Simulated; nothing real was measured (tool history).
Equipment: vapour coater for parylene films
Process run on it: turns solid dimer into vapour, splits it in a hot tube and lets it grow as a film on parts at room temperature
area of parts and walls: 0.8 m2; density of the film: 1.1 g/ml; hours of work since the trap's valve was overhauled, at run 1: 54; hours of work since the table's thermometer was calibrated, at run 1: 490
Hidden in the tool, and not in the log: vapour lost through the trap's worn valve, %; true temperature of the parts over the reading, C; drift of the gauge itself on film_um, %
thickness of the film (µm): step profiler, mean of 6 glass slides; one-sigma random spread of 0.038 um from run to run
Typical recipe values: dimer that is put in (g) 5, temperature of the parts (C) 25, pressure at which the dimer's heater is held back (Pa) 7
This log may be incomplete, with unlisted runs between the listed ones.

run,hour,dimer that is put in (g),temperature of the parts (C),pressure at which the dimer's heater is held back (Pa),hours of work since the trap's valve was overhauled,hours of work since the table's thermometer was calibrated,thickness of the film (µm)
1,0,5,25,7,54,490,4.04
2,18.9,5,25,7,68,504,4.11
3,31.3,5,25,7,77,513,4.09
4,52.4,3,25,7,93,528,2.42
5,66.9,3,25,7,104,539,2.42
6,88.1,3,25,7,119,555,2.43
7,99.1,3,25,7,127,563,2.44
8,111.6,3,25,7,137,572,2.43
9,121.2,3,25,7,144,579,2.42
10,136.2,3,25,7,155,590,2.47
11,151.8,3,25,7,166,602,2.41
12,169.1,3,25,7,179,615,2.4
13,184,4,20,4.59,190,626,4.4
14,200,4,20,4.59,202,637,4.28
15,218.7,4,20,4.59,216,651,4.31
16,233.3,4,23,4.11,227,662,4.01
17,245.3,5,22,2.8,235,671,5.51
18,266.7,6,23,10.26,251,687,4.82
19,278.6,4,37,8.36,260,695,1.97
20,295.9,4,37,7.54,273,708,2.04
21,307,4,37,7.54,281,716,2.04

Branching from run 21: 5 alternative next runs. What would each branch give?
A,318,5,37,7.54,289,724,?
B,318,7,37,3.93,289,724,?
C,318,3,30,2.19,289,724,?
D,318,4,18,7.54,289,724,?
E,318,4,37,6.9,289,724,?

run,thickness of the film (µm)
A,2.56
B,4.2
C,2.69
D,4.2
E,2.08
With no hidden state in the tool, these same runs would have given:
run,thickness of the film (µm)
A,2.56
B,4.21
C,2.69
D,4.21
E,2.08
